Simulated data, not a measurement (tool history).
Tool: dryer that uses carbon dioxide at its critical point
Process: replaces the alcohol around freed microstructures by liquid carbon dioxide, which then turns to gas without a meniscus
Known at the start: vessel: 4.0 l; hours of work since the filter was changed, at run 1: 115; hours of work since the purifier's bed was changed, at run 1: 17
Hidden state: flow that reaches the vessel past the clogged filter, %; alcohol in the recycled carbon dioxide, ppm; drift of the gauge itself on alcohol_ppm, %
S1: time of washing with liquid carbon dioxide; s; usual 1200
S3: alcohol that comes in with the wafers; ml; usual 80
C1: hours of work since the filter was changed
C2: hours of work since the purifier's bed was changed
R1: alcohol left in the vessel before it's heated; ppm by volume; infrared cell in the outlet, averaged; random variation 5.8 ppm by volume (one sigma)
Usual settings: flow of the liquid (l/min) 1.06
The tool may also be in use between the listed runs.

run 1 day=0 | S1=1200 flow_of_the_liquid_(l/min)=1.06 S3=80 | C1=115 C2=17 | R1=258
run 2 day=0.817 | S1=1200 flow_of_the_liquid_(l/min)=1.06 S3=80 | C1=120 C2=23 | R1=264
run 3 day=1.65 | S1=1200 flow_of_the_liquid_(l/min)=1.06 S3=80 | C1=126 C2=29 | R1=272
run 4 day=2.208 | S1=1200 flow_of_the_liquid_(l/min)=1.06 S3=80 | C1=130 C2=33 | R1=274
run 5 day=2.704 | S1=1200 flow_of_the_liquid_(l/min)=1.06 S3=80 | C1=134 C2=37 | R1=283
run 6 day=3.446 | S1=1200 flow_of_the_liquid_(l/min)=1.06 S3=80 | C1=139 C2=42 | R1=278
run 7 day=3.908 | S1=1200 flow_of_the_liquid_(l/min)=1.06 S3=80 | C1=143 C2=46 | R1=275
run 8 day=4.292 | S1=1200 flow_of_the_liquid_(l/min)=1.06 S3=80 | C1=146 C2=48 | R1=289
run 9 day=4.654 | S1=1200 flow_of_the_liquid_(l/min)=1.06 S3=80 | C1=148 C2=51 | R1=291
run 10 day=5.429 | S1=1200 flow_of_the_liquid_(l/min)=1.06 S3=80 | C1=154 C2=57 | R1=291
run 11 day=5.988 | S1=1200 flow_of_the_liquid_(l/min)=1.13 S3=80 | C1=158 C2=61 | R1=235
run 12 day=6.438 | S1=1200 flow_of_the_liquid_(l/min)=1.13 S3=80 | C1=161 C2=64 | R1=234
run 13 day=6.788 | S1=1200 flow_of_the_liquid_(l/min)=1.13 S3=80 | C1=164 C2=66 | R1=238
run 14 day=7.129 | S1=1200 flow_of_the_liquid_(l/min)=1.45 S3=80 | C1=166 C2=69 | R1=90
run 15 day=7.754 | S1=1200 flow_of_the_liquid_(l/min)=1.45 S3=80 | C1=171 C2=73 | R1=90
run 16 day=8.596 | S1=1200 flow_of_the_liquid_(l/min)=1.45 S3=80 | C1=177 C2=80 | R1=91
run 17 day=9.029 | S1=1200 flow_of_the_liquid_(l/min)=1.45 S3=80 | C1=180 C2=83 | R1=101
run 18 day=9.788 | S1=1200 flow_of_the_liquid_(l/min)=1.06 S3=99 | C1=185 C2=88 | R1=402
run 19 day=10.129 | S1=1200 flow_of_the_liquid_(l/min)=1.06 S3=99 | C1=188 C2=91 | R1=399
run 20 day=10.654 | S1=1200 flow_of_the_liquid_(l/min)=1.06 S3=99 | C1=192 C2=94 | R1=407
run 21 day=11.079 | S1=1200 flow_of_the_liquid_(l/min)=1.06 S3=99 | C1=195 C2=97 | R1=415
run 22 day=11.733 | S1=1200 flow_of_the_liquid_(l/min)=1.06 S3=99 | C1=199 C2=102 | R1=410
run 23 day=12.358 | S1=1200 flow_of_the_liquid_(l/min)=1.06 S3=99 | C1=204 C2=107 | R1=417
run 24 day=12.862 | S1=1200 flow_of_the_liquid_(l/min)=0.81 S3=80 | C1=207 C2=110 | R1=847
run 25 day=13.696 | S1=1020 flow_of_the_liquid_(l/min)=1.25 S3=31 | C1=213 C2=116 | R1=170
run 26 day=14.371 | S1=1200 flow_of_the_liquid_(l/min)=1.47 S3=34 | C1=218 C2=121 | R1=75
run 27 day=14.933 | S1=1200 flow_of_the_liquid_(l/min)=1.47 S3=59 | C1=222 C2=125 | R1=91
run 28 day=15.638 | S1=1080 flow_of_the_liquid_(l/min)=0.73 S3=80 | C1=228 C2=130 | R1=1550
run 29 day=16.071 | S1=1080 flow_of_the_liquid_(l/min)=0.73 S3=80 | C1=231 C2=134 | R1=1557
run 30 day=16.417 | S1=1200 flow_of_the_liquid_(l/min)=1.36 S3=80 | C1=233 C2=136 | R1=154
run 31 day=16.879 | S1=1200 flow_of_the_liquid_(l/min)=1.74 S3=40 | C1=236 C2=139 | R1=62
run 32 day=17.371 | S1=1140 flow_of_the_liquid_(l/min)=0.87 S3=44 | C1=240 C2=143 | R1=486
run 33 day=17.958 | S1=1200 flow_of_the_liquid_(l/min)=0.86 S3=80 | C1=244 C2=147 | R1=735
run 34 day=18.696 | S1=1680 flow_of_the_liquid_(l/min)=0.86 S3=57 | C1=250 C2=153 | R1=194
run 35 day=19.433 | S1=1500 flow_of_the_liquid_(l/min)=0.75 S3=85 | C1=255 C2=158 | R1=610
run 36 day=20.154 | S1=1200 flow_of_the_liquid_(l/min)=0.75 S3=85 | C1=260 C2=163 | R1=1191
-- day=20.688 inlet filter changed
run 37 day=20.879 | S1=1260 flow_of_the_liquid_(l/min)=0.96 S3=85 | C1=1 C2=168 | R1=304
run 38 day=21.233 | S1=1260 flow_of_the_liquid_(l/min)=0.96 S3=39 | C1=4 C2=171 | R1=177
run 39 day=21.954 | S1=1260 flow_of_the_liquid_(l/min)=0.83 S3=21 | C1=9 C2=176 | R1=172
run 40 day=22.404 | S1=1200 flow_of_the_liquid_(l/min)=0.95 S3=79 | C1=12 C2=179 | R1=372
run 41 day=23.142 | S1=1200 flow_of_the_liquid_(l/min)=0.89 S3=103 | C1=18 C2=184 | R1=597
run 42 day=23.888 | S1=1440 flow_of_the_liquid_(l/min)=1.53 S3=103 | C1=23 C2=190 | R1=62
run 43 day=24.45 | S1=1140 flow_of_the_liquid_(l/min)=0.87 S3=58 | C1=27 C2=194 | R1=450
run 44 day=25.167 | S1=1140 flow_of_the_liquid_(l/min)=0.87 S3=58 | C1=32 C2=199 | R1=477
run 45 day=25.917 | S1=1140 flow_of_the_liquid_(l/min)=0.75 S3=78 | C1=38 C2=204 | R1=950
run 46 day=26.321 | S1=1200 flow_of_the_liquid_(l/min)=1.06 S3=31 | C1=41 C2=207 | R1=151
run 47 day=27.038 | S1=1740 flow_of_the_liquid_(l/min)=1.06 S3=44 | C1=46 C2=213 | R1=79

Forecast each of these 4 alternatives for the next run:
run A day=27.542 | S1=720 flow_of_the_liquid_(l/min)=1.06 S3=80 | C1=50 C2=216 | R1=?
run B day=27.542 | S1=1440 flow_of_the_liquid_(l/min)=0.79 S3=71 | C1=50 C2=216 | R1=?
run C day=27.542 | S1=1740 flow_of_the_liquid_(l/min)=1.46 S3=39 | C1=50 C2=216 | R1=?
run D day=27.542 | S1=1860 flow_of_the_liquid_(l/min)=1.06 S3=80 | C1=50 C2=216 | R1=?

run=A R1=1389
run=B R1=369
run=C R1=68
run=D R1=88
Without the tool's hidden state the same runs would have given:
run=A R1=1218
run=B R1=268
run=C R1=1
run=D R1=20

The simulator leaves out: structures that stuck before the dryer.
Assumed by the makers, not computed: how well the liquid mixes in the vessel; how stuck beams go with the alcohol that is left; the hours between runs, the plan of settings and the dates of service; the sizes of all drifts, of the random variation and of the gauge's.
